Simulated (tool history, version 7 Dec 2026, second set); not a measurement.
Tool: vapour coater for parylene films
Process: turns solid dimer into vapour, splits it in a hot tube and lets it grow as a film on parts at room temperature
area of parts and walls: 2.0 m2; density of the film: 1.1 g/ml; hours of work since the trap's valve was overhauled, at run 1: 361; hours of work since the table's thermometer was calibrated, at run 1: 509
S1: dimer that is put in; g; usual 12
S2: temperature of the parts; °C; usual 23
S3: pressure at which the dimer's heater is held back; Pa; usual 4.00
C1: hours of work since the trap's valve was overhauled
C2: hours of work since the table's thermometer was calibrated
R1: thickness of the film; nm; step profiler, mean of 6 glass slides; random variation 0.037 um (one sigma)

{"run": 1, "hour": 0.0, "S1": 12, "S2": 23, "S3": 4.0, "C1": 361, "C2": 509, "R1": 3450}
{"run": 2, "hour": 23.9, "S1": 12, "S2": 23, "S3": 4.0, "C1": 375, "C2": 522, "R1": 3390}
{"hour": 40.3, "done": "trap's valve overhauled"}
{"run": 3, "hour": 80.6, "S1": 12, "S2": 23, "S3": 4.0, "C1": 23, "C2": 552, "R1": 3760}
{"run": 4, "hour": 122.3, "S1": 12, "S2": 23, "S3": 4.0, "C1": 46, "C2": 575, "R1": 3710}
{"run": 5, "hour": 178.6, "S1": 11, "S2": 23, "S3": 4.0, "C1": 78, "C2": 607, "R1": 3440}
{"run": 6, "hour": 227.7, "S1": 12, "S2": 23, "S3": 4.0, "C1": 106, "C2": 635, "R1": 3630}
{"run": 7, "hour": 261.0, "S1": 12, "S2": 24, "S3": 4.0, "C1": 124, "C2": 654, "R1": 3510}
{"run": 8, "hour": 295.1, "S1": 12, "S2": 23, "S3": 4.0, "C1": 144, "C2": 673, "R1": 3650}
{"run": 9, "hour": 348.7, "S1": 12, "S2": 23, "S3": 4.0, "C1": 174, "C2": 703, "R1": 3610}
{"run": 10, "hour": 404.1, "S1": 12, "S2": 23, "S3": 4.0, "C1": 205, "C2": 734, "R1": 3600}
{"run": 11, "hour": 432.3, "S1": 12, "S2": 23, "S3": 4.0, "C1": 221, "C2": 750, "R1": 3620}
{"run": 12, "hour": 464.7, "S1": 9, "S2": 23, "S3": 4.0, "C1": 239, "C2": 769, "R1": 2650}
{"run": 13, "hour": 503.5, "S1": 9, "S2": 31, "S3": 4.0, "C1": 261, "C2": 790, "R1": 2030}
{"run": 14, "hour": 561.0, "S1": 9, "S2": 31, "S3": 4.0, "C1": 294, "C2": 823, "R1": 1960}
{"run": 15, "hour": 604.7, "S1": 12, "S2": 23, "S3": 4.0, "C1": 318, "C2": 848, "R1": 3400}
{"run": 16, "hour": 635.7, "S1": 12, "S2": 23, "S3": 4.0, "C1": 336, "C2": 865, "R1": 3390}
{"run": 17, "hour": 692.1, "S1": 12, "S2": 23, "S3": 4.0, "C1": 368, "C2": 897, "R1": 3340}
{"hour": 722.4, "done": "trap's valve overhauled"}
{"run": 18, "hour": 744.9, "S1": 12, "S2": 23, "S3": 4.0, "C1": 13, "C2": 924, "R1": 3720}
{"run": 19, "hour": 770.5, "S1": 11, "S2": 15, "S3": 4.0, "C1": 27, "C2": 939, "R1": 4510}
{"run": 20, "hour": 800.2, "S1": 22, "S2": 16, "S3": 5.39, "C1": 44, "C2": 956, "R1": 8110}
{"run": 21, "hour": 829.7, "S1": 7, "S2": 25, "S3": 6.09, "C1": 61, "C2": 972, "R1": 1800}
{"run": 22, "hour": 860.7, "S1": 12, "S2": 23, "S3": 10.49, "C1": 78, "C2": 990, "R1": 2950}
{"run": 23, "hour": 888.8, "S1": 12, "S2": 23, "S3": 10.49, "C1": 94, "C2": 1006, "R1": 2860}
{"run": 24, "hour": 923.1, "S1": 12, "S2": 23, "S3": 10.49, "C1": 113, "C2": 1025, "R1": 2900}
{"run": 25, "hour": 954.4, "S1": 12, "S2": 23, "S3": 10.49, "C1": 131, "C2": 1043, "R1": 2850}
{"run": 26, "hour": 978.3, "S1": 12, "S2": 23, "S3": 10.49, "C1": 144, "C2": 1056, "R1": 2830}
{"run": 27, "hour": 1029.5, "S1": 6, "S2": 25, "S3": 2.21, "C1": 173, "C2": 1085, "R1": 1920}
{"run": 28, "hour": 1073.4, "S1": 19, "S2": 20, "S3": 4.83, "C1": 198, "C2": 1110, "R1": 5990}
{"run": 29, "hour": 1100.4, "S1": 19, "S2": 20, "S3": 4.83, "C1": 213, "C2": 1125, "R1": 5910}
{"run": 30, "hour": 1130.6, "S1": 12, "S2": 19, "S3": 7.99, "C1": 230, "C2": 1142, "R1": 3430}
{"run": 31, "hour": 1157.1, "S1": 10, "S2": 19, "S3": 7.85, "C1": 245, "C2": 1157, "R1": 2820}
{"run": 32, "hour": 1216.8, "S1": 10, "S2": 23, "S3": 2.38, "C1": 279, "C2": 1191, "R1": 3270}
{"run": 33, "hour": 1262.4, "S1": 17, "S2": 17, "S3": 2.38, "C1": 305, "C2": 1216, "R1": 6660}
{"run": 34, "hour": 1289.4, "S1": 21, "S2": 17, "S3": 4.56, "C1": 320, "C2": 1231, "R1": 7000}

The same runs without the tool's hidden state, with the same run-to-run variation:
The hidden state here: vapour lost through the trap's worn valve, %; true temperature of the parts over the reading, C; drift of the gauge itself on film_um, %.
run=1 R1=3870
run=2 R1=3820
run=3 R1=3850
run=4 R1=3820
run=5 R1=3580
run=6 R1=3810
run=7 R1=3700
run=8 R1=3880
run=9 R1=3870
run=10 R1=3890
run=11 R1=3930
run=12 R1=2900
run=13 R1=2230
run=14 R1=2180
run=15 R1=3810
run=16 R1=3820
run=17 R1=3810
run=18 R1=3820
run=19 R1=4650
run=20 R1=8410
run=21 R1=1880
run=22 R1=3090
run=23 R1=3010
run=24 R1=3060
run=25 R1=3030
run=26 R1=3020
run=27 R1=2070
run=28 R1=6510
run=29 R1=6460
run=30 R1=3770
run=31 R1=3110
run=32 R1=3650
run=33 R1=7490
run=34 R1=7910
